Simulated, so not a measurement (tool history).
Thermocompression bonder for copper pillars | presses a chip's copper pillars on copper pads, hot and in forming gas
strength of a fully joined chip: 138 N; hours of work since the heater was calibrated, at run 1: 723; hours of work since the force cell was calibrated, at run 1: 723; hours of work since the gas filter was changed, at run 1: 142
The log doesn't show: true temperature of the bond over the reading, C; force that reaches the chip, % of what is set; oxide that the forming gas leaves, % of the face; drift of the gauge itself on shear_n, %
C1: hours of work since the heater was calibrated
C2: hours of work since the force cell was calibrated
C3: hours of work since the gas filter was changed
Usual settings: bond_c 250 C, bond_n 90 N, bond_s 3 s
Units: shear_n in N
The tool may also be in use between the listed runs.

Run 1, day 0.000: usual settings; C1 723; C2 723; C3 142. Result: shear_n 52.6 N.
Run 2, day 2.825: usual settings but bond_s 2 s; C1 770; C2 770; C3 189. Result: shear_n 43.3 N.
Run 3, day 5.254: usual settings; C1 811; C2 811; C3 230. Result: shear_n 51.0 N.
At day 5.629: forming gas filter changed.
Run 4, day 7.258: usual settings; C1 844; C2 844; C3 27. Result: shear_n 51.7 N.
Run 5, day 10.850: usual settings but bond_c 264 C; C1 904; C2 904; C3 87. Result: shear_n 62.0 N.
Run 6, day 13.608: usual settings but bond_n 113 N; C1 950; C2 950; C3 133. Result: shear_n 56.6 N.
Run 7, day 16.642: usual settings but bond_n 113 N; C1 1001; C2 1001; C3 184. Result: shear_n 56.3 N.
At day 19.783: forming gas filter changed.
Run 8, day 20.121: usual settings but bond_n 113 N; C1 1058; C2 1058; C3 6. Result: shear_n 59.7 N.
At day 20.471: force cell calibrated.
Run 9, day 22.608: usual settings but bond_c 258 C, bond_n 107 N; C1 1099; C2 36; C3 46. Result: shear_n 63.8 N.
Run 10, day 24.162: usual settings but bond_c 258 C, bond_n 70 N; C1 1125; C2 62; C3 72. Result: shear_n 50.9 N.
Run 11, day 26.179: usual settings but bond_c 258 C, bond_n 70 N; C1 1159; C2 95; C3 106. Result: shear_n 50.7 N.

Forecast each of these 5 alternatives for the next run:
Run A, day 28.029: usual settings but bond_n 112 N; C1 1190; C2 126; C3 137. Result: shear_n ?.
Run B, day 28.029: usual settings but bond_c 240 C; C1 1190; C2 126; C3 137. Result: shear_n ?.
Run C, day 28.029: usual settings but bond_c 255 C, bond_n 98 N, bond_s 6 s; C1 1190; C2 126; C3 137. Result: shear_n ?.
Run D, day 28.029: usual settings but bond_c 258 C, bond_n 74 N; C1 1190; C2 126; C3 137. Result: shear_n ?.
Run E, day 28.029: usual settings but bond_c 258 C, bond_n 70 N, bond_s 2 s; C1 1190; C2 126; C3 137. Result: shear_n ?.

run  shear_n
  A     56.4
  B     43.7
  C     73.9
  D     52.1
  E     43.8
Without the tool's hidden state the same runs would have given:
run  shear_n
  A     59.6
  B     46.6
  C     77.6
  D     55.0
  E     46.3
